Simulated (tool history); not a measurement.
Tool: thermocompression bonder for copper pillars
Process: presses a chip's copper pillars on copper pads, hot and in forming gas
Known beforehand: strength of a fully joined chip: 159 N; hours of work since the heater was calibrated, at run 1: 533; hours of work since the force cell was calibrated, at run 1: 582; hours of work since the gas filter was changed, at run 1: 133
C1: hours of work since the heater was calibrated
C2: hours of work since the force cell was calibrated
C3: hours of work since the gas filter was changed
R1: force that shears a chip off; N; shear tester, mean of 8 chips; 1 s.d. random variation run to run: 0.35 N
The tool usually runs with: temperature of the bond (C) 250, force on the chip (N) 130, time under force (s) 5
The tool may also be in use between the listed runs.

{"run": 1, "day": 0.0, "temperature of the bond (C)": 250, "force on the chip (N)": 130, "time under force (s)": 5, "C1": 533, "C2": 582, "C3": 133, "R1": 114.1}
{"run": 2, "day": 0.9, "temperature of the bond (C)": 250, "force on the chip (N)": 130, "time under force (s)": 5, "C1": 549, "C2": 598, "C3": 149, "R1": 113}
{"run": 3, "day": 2.317, "temperature of the bond (C)": 250, "force on the chip (N)": 130, "time under force (s)": 5, "C1": 575, "C2": 624, "C3": 175, "R1": 112.6}
{"run": 4, "day": 3.929, "temperature of the bond (C)": 250, "force on the chip (N)": 130, "time under force (s)": 5, "C1": 604, "C2": 653, "C3": 204, "R1": 112.1}
{"run": 5, "day": 5.171, "temperature of the bond (C)": 250, "force on the chip (N)": 130, "time under force (s)": 5, "C1": 627, "C2": 676, "C3": 227, "R1": 111.9}
{"run": 6, "day": 6.104, "temperature of the bond (C)": 250, "force on the chip (N)": 130, "time under force (s)": 5, "C1": 644, "C2": 693, "C3": 244, "R1": 111.7}
{"day": 7.438, "done": "forming gas filter changed"}
{"run": 7, "day": 7.95, "temperature of the bond (C)": 250, "force on the chip (N)": 130, "time under force (s)": 5, "C1": 677, "C2": 726, "C3": 9, "R1": 116.2}
{"run": 8, "day": 9.642, "temperature of the bond (C)": 250, "force on the chip (N)": 130, "time under force (s)": 12, "C1": 707, "C2": 757, "C3": 40, "R1": 137.4}
{"run": 9, "day": 11.658, "temperature of the bond (C)": 232, "force on the chip (N)": 130, "time under force (s)": 5, "C1": 744, "C2": 793, "C3": 77, "R1": 94.8}
{"run": 10, "day": 13.271, "temperature of the bond (C)": 232, "force on the chip (N)": 130, "time under force (s)": 5, "C1": 773, "C2": 823, "C3": 106, "R1": 93.8}
{"run": 11, "day": 14.275, "temperature of the bond (C)": 250, "force on the chip (N)": 130, "time under force (s)": 3, "C1": 792, "C2": 841, "C3": 124, "R1": 100.3}
{"run": 12, "day": 15.571, "temperature of the bond (C)": 250, "force on the chip (N)": 130, "time under force (s)": 3, "C1": 815, "C2": 864, "C3": 148, "R1": 100.6}
{"run": 13, "day": 16.408, "temperature of the bond (C)": 250, "force on the chip (N)": 130, "time under force (s)": 3, "C1": 830, "C2": 880, "C3": 163, "R1": 100.2}
{"run": 14, "day": 17.396, "temperature of the bond (C)": 250, "force on the chip (N)": 130, "time under force (s)": 3, "C1": 848, "C2": 898, "C3": 181, "R1": 99.8}
{"run": 15, "day": 18.242, "temperature of the bond (C)": 250, "force on the chip (N)": 130, "time under force (s)": 3, "C1": 864, "C2": 913, "C3": 196, "R1": 99}
{"run": 16, "day": 19.112, "temperature of the bond (C)": 250, "force on the chip (N)": 130, "time under force (s)": 5, "C1": 880, "C2": 929, "C3": 212, "R1": 113.7}
{"run": 17, "day": 20.746, "temperature of the bond (C)": 250, "force on the chip (N)": 130, "time under force (s)": 5, "C1": 909, "C2": 958, "C3": 242, "R1": 112.5}
{"day": 22.175, "done": "forming gas filter changed"}
{"run": 18, "day": 22.579, "temperature of the bond (C)": 250, "force on the chip (N)": 130, "time under force (s)": 5, "C1": 942, "C2": 991, "C3": 7, "R1": 117.4}
{"run": 19, "day": 24.279, "temperature of the bond (C)": 250, "force on the chip (N)": 107, "time under force (s)": 13, "C1": 973, "C2": 1022, "C3": 38, "R1": 134.3}
{"run": 20, "day": 26.171, "temperature of the bond (C)": 268, "force on the chip (N)": 87, "time under force (s)": 12, "C1": 1007, "C2": 1057, "C3": 73, "R1": 140.3}
{"run": 21, "day": 28.058, "temperature of the bond (C)": 225, "force on the chip (N)": 94, "time under force (s)": 7, "C1": 1042, "C2": 1091, "C3": 107, "R1": 83.5}
{"run": 22, "day": 30.083, "temperature of the bond (C)": 225, "force on the chip (N)": 94, "time under force (s)": 7, "C1": 1078, "C2": 1128, "C3": 144, "R1": 84}
{"run": 23, "day": 31.942, "temperature of the bond (C)": 225, "force on the chip (N)": 94, "time under force (s)": 7, "C1": 1112, "C2": 1161, "C3": 177, "R1": 83.4}
{"run": 24, "day": 33.288, "temperature of the bond (C)": 264, "force on the chip (N)": 104, "time under force (s)": 11, "C1": 1137, "C2": 1186, "C3": 202, "R1": 137.8}
{"run": 25, "day": 34.875, "temperature of the bond (C)": 229, "force on the chip (N)": 105, "time under force (s)": 10, "C1": 1166, "C2": 1215, "C3": 231, "R1": 100.7}
{"run": 26, "day": 36.242, "temperature of the bond (C)": 245, "force on the chip (N)": 105, "time under force (s)": 10, "C1": 1190, "C2": 1240, "C3": 256, "R1": 118.6}
{"day": 36.817, "done": "forming gas filter changed"}
{"run": 27, "day": 37.971, "temperature of the bond (C)": 232, "force on the chip (N)": 105, "time under force (s)": 10, "C1": 1221, "C2": 1271, "C3": 21, "R1": 109.1}
{"run": 28, "day": 39.75, "temperature of the bond (C)": 250, "force on the chip (N)": 130, "time under force (s)": 8, "C1": 1254, "C2": 1303, "C3": 53, "R1": 129.8}
{"run": 29, "day": 40.725, "temperature of the bond (C)": 254, "force on the chip (N)": 93, "time under force (s)": 7, "C1": 1271, "C2": 1321, "C3": 71, "R1": 119.4}
{"day": 40.962, "done": "force cell calibrated"}
{"run": 30, "day": 42.65, "temperature of the bond (C)": 254, "force on the chip (N)": 93, "time under force (s)": 7, "C1": 1305, "C2": 31, "C3": 105, "R1": 120.2}
{"run": 31, "day": 44.467, "temperature of the bond (C)": 254, "force on the chip (N)": 93, "time under force (s)": 7, "C1": 1338, "C2": 64, "C3": 138, "R1": 119.4}
{"run": 32, "day": 46.383, "temperature of the bond (C)": 254, "force on the chip (N)": 93, "time under force (s)": 7, "C1": 1373, "C2": 99, "C3": 173, "R1": 118.8}
{"day": 46.867, "done": "heater calibrated with a thermocouple chip"}
{"run": 33, "day": 48.021, "temperature of the bond (C)": 254, "force on the chip (N)": 93, "time under force (s)": 7, "C1": 21, "C2": 127, "C3": 201, "R1": 112.2}
{"run": 34, "day": 49.35, "temperature of the bond (C)": 234, "force on the chip (N)": 100, "time under force (s)": 14, "C1": 45, "C2": 151, "C3": 225, "R1": 110.1}
{"run": 35, "day": 51.362, "temperature of the bond (C)": 234, "force on the chip (N)": 82, "time under force (s)": 3, "C1": 82, "C2": 187, "C3": 262, "R1": 61.9}
{"day": 51.667, "done": "forming gas filter changed"}
{"run": 36, "day": 52.988, "temperature of the bond (C)": 261, "force on the chip (N)": 82, "time under force (s)": 3, "C1": 111, "C2": 217, "C3": 24, "R1": 94.8}

What differs in the tool's unlogged condition from the final listed run ahead of each entry between runs to the first listed run following it?
Between runs 6 and 7: forming gas filter changed (day 7.438)
  true temperature of the bond over the reading, C: 3.7 -> 3.8; force that reaches the chip, % of what is set: 96.9 -> 96.8; oxide that the forming gas leaves, % of the face: 5.07 -> 0.73
  measured minus no-state result, R1: -2.4 -> +2.9 N
Between runs 17 and 18: forming gas filter changed (day 22.175)
  true temperature of the bond over the reading, C: 4.9 -> 5; force that reaches the chip, % of what is set: 95.8 -> 95.7; oxide that the forming gas leaves, % of the face: 4.81 -> 0.66
  measured minus no-state result, R1: -1.2 -> +3.8 N
Between runs 26 and 27: forming gas filter changed (day 36.817)
  true temperature of the bond over the reading, C: 6.2 -> 6.3; force that reaches the chip, % of what is set: 94.6 -> 94.5; oxide that the forming gas leaves, % of the face: 5.14 -> 0.88
  measured minus no-state result, R1: -1 -> +5.3 N
Between runs 29 and 30: force cell calibrated (day 40.962)
  true temperature of the bond over the reading, C: 6.5 -> 6.7; force that reaches the chip, % of what is set: 94.2 -> 99.2; oxide that the forming gas leaves, % of the face: 1.74 -> 2.34
  measured minus no-state result, R1: +3.5 -> +4.7 N
Between runs 32 and 33: heater calibrated with a thermocouple chip (day 46.867)
  true temperature of the bond over the reading, C: 7 -> 0.8; force that reaches the chip, % of what is set: 99 -> 98.8; oxide that the forming gas leaves, % of the face: 3.56 -> 4.08
  measured minus no-state result, R1: +3.4 -> -3.7 N
Between runs 35 and 36: forming gas filter changed (day 51.667)
  true temperature of the bond over the reading, C: 1 -> 1.2; force that reaches the chip, % of what is set: 98.6 -> 98.4; oxide that the forming gas leaves, % of the face: 5.17 -> 1.12
  measured minus no-state result, R1: -2.5 -> +0.1 N
